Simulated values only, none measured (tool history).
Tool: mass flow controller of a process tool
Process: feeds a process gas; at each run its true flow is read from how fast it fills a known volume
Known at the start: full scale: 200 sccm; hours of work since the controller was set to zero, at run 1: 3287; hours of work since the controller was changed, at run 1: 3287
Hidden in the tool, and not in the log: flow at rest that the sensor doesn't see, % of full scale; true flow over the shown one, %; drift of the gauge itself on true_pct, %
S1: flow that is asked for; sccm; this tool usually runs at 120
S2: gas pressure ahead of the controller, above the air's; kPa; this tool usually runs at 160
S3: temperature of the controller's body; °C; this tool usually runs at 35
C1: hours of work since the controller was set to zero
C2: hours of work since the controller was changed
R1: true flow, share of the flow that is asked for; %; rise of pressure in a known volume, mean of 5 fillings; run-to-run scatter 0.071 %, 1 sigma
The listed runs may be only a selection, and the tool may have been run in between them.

run,day,S1,S2,S3,C1,C2,R1
1,0.000,120,160,35,3287,3287,99.85
2,2.958,120,160,35,3336,3336,99.90
3,8.200,120,160,32,3422,3422,100.02
4,10.704,120,160,39,3464,3464,100.07
5,14.254,120,160,39,3523,3523,100.10
6,17.075,120,160,35,3569,3569,100.19
7,22.050,120,213,35,3651,3651,100.24
8,25.825,120,213,35,3714,3714,100.25
9,30.096,120,213,35,3784,3784,100.41
10,34.438,120,213,35,3856,3856,100.39
11,38.042,120,213,35,3916,3916,100.51
12,41.300,120,160,35,3970,3970,100.34
13,45.550,120,160,35,4040,4040,100.46
14,49.525,120,201,35,4106,4106,100.48
15,51.912,120,148,35,4145,4145,100.42
16,57.688,28,148,24,4240,4240,99.89
17,62.979,28,148,24,4328,4328,100.04
18,67.342,153,148,28,4400,4400,100.52
19,72.750,153,148,28,4489,4489,100.65
20,75.392,24,160,35,4533,4533,100.40
21,78.646,24,160,35,4587,4587,100.70
22,81.054,24,160,35,4627,4627,100.39
23,85.300,120,227,35,4697,4697,101.22
24,90.358,29,264,30,4780,4780,100.91
25,95.467,29,264,30,4865,4865,100.93
26,97.904,71,145,25,4905,4905,100.52
27,103.350,82,199,25,4995,4995,100.98
28,107.008,82,199,25,5056,5056,100.89
29,111.917,71,256,38,5137,5137,101.64
30,116.804,27,231,34,5218,5218,101.28

Each row is a separate what-if for the run after 30, all from the same tool condition, not one after another. Results?
A,121.567,20,160,35,5296,5296,?
B,121.567,113,238,20,5296,5296,?
C,121.567,94,231,34,5296,5296,?
D,121.567,120,198,24,5296,5296,?
E,121.567,120,250,35,5296,5296,?

run,R1
A,101.02
B,101.19
C,101.56
D,101.13
E,101.66
The same runs, with their run-to-run variation unchanged, on a tool lacking any hidden condition would have given:
run,R1
A,99.52
B,99.71
C,100.08
D,99.65
E,100.17

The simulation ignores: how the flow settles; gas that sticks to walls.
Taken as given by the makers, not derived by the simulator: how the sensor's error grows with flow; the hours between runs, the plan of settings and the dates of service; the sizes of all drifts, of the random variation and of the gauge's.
